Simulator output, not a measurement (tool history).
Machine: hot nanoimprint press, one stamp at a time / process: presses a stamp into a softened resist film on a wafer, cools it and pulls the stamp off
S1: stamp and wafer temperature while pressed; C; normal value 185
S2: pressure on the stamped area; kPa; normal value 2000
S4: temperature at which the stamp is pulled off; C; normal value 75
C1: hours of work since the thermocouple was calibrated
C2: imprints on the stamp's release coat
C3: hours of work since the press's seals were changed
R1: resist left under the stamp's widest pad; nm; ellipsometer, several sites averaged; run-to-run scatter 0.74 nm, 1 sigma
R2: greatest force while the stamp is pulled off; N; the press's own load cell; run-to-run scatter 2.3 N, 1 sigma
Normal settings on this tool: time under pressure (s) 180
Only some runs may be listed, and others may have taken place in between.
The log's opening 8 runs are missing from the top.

{"run": 9, "hour": 259.6, "S1": 185, "S2": 1400, "time under pressure (s)": 180, "S4": 75, "C1": 129, "C2": 949, "C3": 428, "R1": 180.8, "R2": 105}
{"run": 10, "hour": 280.6, "S1": 185, "S2": 2000, "time under pressure (s)": 180, "S4": 69, "C1": 140, "C2": 1009, "C3": 439, "R1": 161.5, "R2": 124}
{"run": 11, "hour": 317.7, "S1": 185, "S2": 2000, "time under pressure (s)": 180, "S4": 69, "C1": 160, "C2": 1117, "C3": 459, "R1": 159.8, "R2": 123}
{"run": 12, "hour": 353.6, "S1": 185, "S2": 2000, "time under pressure (s)": 180, "S4": 75, "C1": 180, "C2": 1222, "C3": 479, "R1": 159.4, "R2": 110}
{"run": 13, "hour": 387.8, "S1": 185, "S2": 2000, "time under pressure (s)": 180, "S4": 75, "C1": 198, "C2": 1321, "C3": 497, "R1": 159.8, "R2": 110}
{"run": 14, "hour": 406.0, "S1": 185, "S2": 2000, "time under pressure (s)": 180, "S4": 75, "C1": 208, "C2": 1374, "C3": 507, "R1": 159.1, "R2": 108}
{"run": 15, "hour": 433.4, "S1": 185, "S2": 2000, "time under pressure (s)": 180, "S4": 75, "C1": 223, "C2": 1453, "C3": 522, "R1": 158.3, "R2": 108}
{"run": 16, "hour": 462.6, "S1": 185, "S2": 2000, "time under pressure (s)": 255, "S4": 75, "C1": 238, "C2": 1538, "C3": 537, "R1": 141.3, "R2": 105}
{"run": 17, "hour": 493.5, "S1": 185, "S2": 2000, "time under pressure (s)": 255, "S4": 75, "C1": 255, "C2": 1628, "C3": 554, "R1": 140.6, "R2": 108}
{"run": 18, "hour": 532.9, "S1": 185, "S2": 1640, "time under pressure (s)": 255, "S4": 72, "C1": 276, "C2": 1742, "C3": 575, "R1": 150.5, "R2": 112}
{"run": 19, "hour": 564.6, "S1": 190, "S2": 2000, "time under pressure (s)": 261, "S4": 78, "C1": 293, "C2": 1834, "C3": 592, "R1": 113.2, "R2": 97}
{"run": 20, "hour": 585.8, "S1": 190, "S2": 2000, "time under pressure (s)": 261, "S4": 78, "C1": 305, "C2": 1896, "C3": 604, "R1": 114.3, "R2": 95}
{"hour": 610.8, "done": "stamp cleaned and given a new release coat"}
{"run": 21, "hour": 626.2, "S1": 189, "S2": 1330, "time under pressure (s)": 355, "S4": 83, "C1": 323, "C2": 45, "C3": 622, "R1": 123.5, "R2": 81}
{"run": 22, "hour": 647.7, "S1": 185, "S2": 1390, "time under pressure (s)": 326, "S4": 75, "C1": 335, "C2": 107, "C3": 634, "R1": 146.7, "R2": 108}
{"run": 23, "hour": 665.8, "S1": 175, "S2": 2190, "time under pressure (s)": 326, "S4": 75, "C1": 344, "C2": 160, "C3": 643, "R1": 177.7, "R2": 104}
{"run": 24, "hour": 698.5, "S1": 196, "S2": 2190, "time under pressure (s)": 326, "S4": 62, "C1": 362, "C2": 255, "C3": 661, "R1": 77.4, "R2": 141}

Predict the results of run 25:
{"run": 25, "hour": 730.0, "S1": 196, "S2": 1220, "time under pressure (s)": 160, "S4": 64, "C1": 379, "C2": 347, "C3": 678, "R1": "?", "R2": "?"}

Logged for run 25: R1 136.5 nm, R2 134 N.
With the hidden condition absent and the run-to-run variation left alone, this run would have shown R1 140 nm, R2 134 N.

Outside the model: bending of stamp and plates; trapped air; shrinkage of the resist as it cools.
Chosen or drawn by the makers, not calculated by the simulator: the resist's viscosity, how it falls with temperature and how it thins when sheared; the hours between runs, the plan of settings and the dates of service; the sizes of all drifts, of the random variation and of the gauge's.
